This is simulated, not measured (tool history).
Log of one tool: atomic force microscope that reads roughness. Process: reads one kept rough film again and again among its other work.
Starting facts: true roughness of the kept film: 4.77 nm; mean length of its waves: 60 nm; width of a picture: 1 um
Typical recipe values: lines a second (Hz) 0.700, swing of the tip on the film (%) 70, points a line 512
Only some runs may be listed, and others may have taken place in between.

| run | day | lines a second (Hz) | swing of the tip on the film (%) | points a line | roughness of the kept film (nm (root mean square)) |
|---|---|---|---|---|---|
| 1 | 0.000 | 0.700 | 70 | 512 | 4.320 |
| 2 | 0.979 | 0.700 | 81 | 512 | 4.019 |
| 3 | 1.692 | 0.700 | 81 | 512 | 3.936 |
| 4 | 2.517 | 0.700 | 70 | 614 | 3.969 |
| 5 | 3.542 | 0.700 | 70 | 614 | 3.865 |
| 6 | 4.421 | 0.700 | 70 | 614 | 3.766 |
| 7 | 5.450 | 1.992 | 70 | 512 | 3.957 |
| 8 | 6.200 | 0.700 | 69 | 512 | 4.191 |
| 9 | 6.754 | 0.700 | 69 | 512 | 4.144 |
| 10 | 7.662 | 1.119 | 88 | 564 | 3.523 |
| 11 | 8.646 | 1.119 | 88 | 564 | 3.437 |
| 12 | 9.612 | 1.119 | 88 | 564 | 3.360 |
| 13 | 10.362 | 1.662 | 84 | 993 | 3.163 |
| 14 | 10.954 | 0.700 | 63 | 313 | 4.341 |
| 15 | 11.496 | 0.700 | 63 | 313 | 4.290 |
| 16 | 12.238 | 0.556 | 67 | 303 | 4.149 |
| 17 | 13.179 | 2.320 | 88 | 370 | 2.970 |

Removed from this log: 2 entries logged between the listed runs. Between which two listed runs does each belong, and how does the tool's hidden state at the listed run before it compare with that at the listed run after it?
Between runs 6 and 7: new tip fitted (day 5.179)
  radius of the tip, nm: 39.7 -> 12; height scale over the true one, %: 0.18 -> 0.2
  measured result minus the result with no hidden state, roughness of the kept film (nm (root mean square)): -0.550 -> -0.033
Between runs 13 and 14: new tip fitted (day 10.446)
  radius of the tip, nm: 42.6 -> 13.4; height scale over the true one, %: 0.29 -> 0.3
  measured result minus the result with no hidden state, roughness of the kept film (nm (root mean square)): -0.502 -> -0.060
